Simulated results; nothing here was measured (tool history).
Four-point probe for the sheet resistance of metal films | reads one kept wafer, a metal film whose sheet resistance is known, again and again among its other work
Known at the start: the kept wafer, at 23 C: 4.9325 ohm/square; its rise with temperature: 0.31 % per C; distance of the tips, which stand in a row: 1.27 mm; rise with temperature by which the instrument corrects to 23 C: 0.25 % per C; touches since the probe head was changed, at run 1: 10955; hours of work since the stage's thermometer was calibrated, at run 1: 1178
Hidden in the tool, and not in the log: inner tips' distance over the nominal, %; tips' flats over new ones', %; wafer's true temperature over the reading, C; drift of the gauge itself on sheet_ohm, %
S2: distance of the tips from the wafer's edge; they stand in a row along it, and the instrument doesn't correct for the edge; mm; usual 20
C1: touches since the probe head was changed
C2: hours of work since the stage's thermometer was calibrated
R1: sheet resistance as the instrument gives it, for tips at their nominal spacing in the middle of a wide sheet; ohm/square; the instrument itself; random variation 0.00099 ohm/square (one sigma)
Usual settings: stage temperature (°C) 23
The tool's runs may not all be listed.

Run 1, day 0: usual settings; C1 10955; C2 1178. Result: R1 4.994097 ohm/square.
Run 2, day 0.671: usual settings; C1 11264; C2 1185. Result: R1 4.992934 ohm/square.
Run 3, day 1.408: usual settings; C1 11606; C2 1193. Result: R1 4.994578 ohm/square.
Run 4, day 2.15: usual settings but stage temperature (°C) 34; C1 11949; C2 1201. Result: R1 5.021433 ohm/square.
Run 5, day 2.788: usual settings but stage temperature (°C) 34; C1 12245; C2 1209. Result: R1 5.022765 ohm/square.
Run 6, day 3.112: usual settings but stage temperature (°C) 34; C1 12395; C2 1212. Result: R1 5.022302 ohm/square.
Run 7, day 3.479: usual settings; C1 12565; C2 1216. Result: R1 4.991902 ohm/square.
Run 8, day 4.1: usual settings; C1 12851; C2 1223. Result: R1 4.991853 ohm/square.
Run 9, day 4.604: usual settings but S2 41 mm; C1 13084; C2 1229. Result: R1 4.984044 ohm/square.
Run 10, day 5.038: usual settings but S2 41 mm; C1 13286; C2 1233. Result: R1 4.982541 ohm/square.
Run 11, day 5.783: usual settings but S2 41 mm; C1 13630; C2 1242. Result: R1 4.984976 ohm/square.
Run 12, day 6.154: usual settings but S2 41 mm; C1 13801; C2 1246. Result: R1 4.982849 ohm/square.
Run 13, day 6.633: usual settings but S2 39 mm; C1 14023; C2 1251. Result: R1 4.983089 ohm/square.
Run 14, day 7.088: usual settings but stage temperature (°C) 19; C1 14234; C2 1256. Result: R1 4.98021 ohm/square.
Run 15, day 7.412: usual settings; C1 14383; C2 1260. Result: R1 4.991646 ohm/square.
Run 16, day 7.733: usual settings; C1 14532; C2 1263. Result: R1 4.990913 ohm/square.
Run 17, day 8.2: usual settings but stage temperature (°C) 28; C1 14748; C2 1268. Result: R1 5.007449 ohm/square.
Run 18, day 8.796: usual settings but stage temperature (°C) 28; C1 15022; C2 1275. Result: R1 5.004301 ohm/square.
Run 19, day 9.488: usual settings but stage temperature (°C) 28; C1 15342; C2 1283. Result: R1 5.004428 ohm/square.
Run 20, day 10.192: usual settings; C1 15669; C2 1290. Result: R1 4.992122 ohm/square.
Run 21, day 10.9: usual settings but stage temperature (°C) 24, S2 7 mm; C1 15997; C2 1298. Result: R1 5.072184 ohm/square.
Run 22, day 11.438: usual settings but stage temperature (°C) 26, S2 13 mm; C1 16245; C2 1304. Result: R1 5.015227 ohm/square.
Run 23, day 11.917: usual settings but stage temperature (°C) 25, S2 11 mm; C1 16467; C2 1310. Result: R1 5.020672 ohm/square.
Run 24, day 12.554: usual settings but stage temperature (°C) 21, S2 43 mm; C1 16761; C2 1317. Result: R1 4.977827 ohm/square.
Run 25, day 13.279: usual settings but stage temperature (°C) 21, S2 43 mm; C1 17097; C2 1325. Result: R1 4.977861 ohm/square.
Run 26, day 14: usual settings but stage temperature (°C) 21, S2 43 mm; C1 17430; C2 1333. Result: R1 4.977432 ohm/square.
Run 27, day 14.521: usual settings but stage temperature (°C) 31, S2 40 mm; C1 17672; C2 1338. Result: R1 5.004123 ohm/square.
Run 28, day 15.117: usual settings but stage temperature (°C) 19, S2 6 mm; C1 17947; C2 1345. Result: R1 5.087138 ohm/square.
Run 29, day 15.792: usual settings but stage temperature (°C) 19, S2 39 mm; C1 18259; C2 1352. Result: R1 4.970693 ohm/square.
Run 30, day 16.238: usual settings but stage temperature (°C) 19, S2 39 mm; C1 18465; C2 1357. Result: R1 4.972732 ohm/square.
Run 31, day 16.712: usual settings but stage temperature (°C) 25, S2 12 mm; C1 18685; C2 1363. Result: R1 5.014275 ohm/square.
Run 32, day 17.488: usual settings but stage temperature (°C) 24, S2 4 mm; C1 19044; C2 1371. Result: R1 5.238161 ohm/square.

The next listed run, before its measurement:
Run 33, day 17.867: usual settings but stage temperature (°C) 30, S2 6 mm; C1 19218; C2 1375. Result: R1 ?.

Run 33 gave R1 5.117405 ohm/square.
Without the tool's hidden state the same run would have given R1 5.069175 ohm/square.

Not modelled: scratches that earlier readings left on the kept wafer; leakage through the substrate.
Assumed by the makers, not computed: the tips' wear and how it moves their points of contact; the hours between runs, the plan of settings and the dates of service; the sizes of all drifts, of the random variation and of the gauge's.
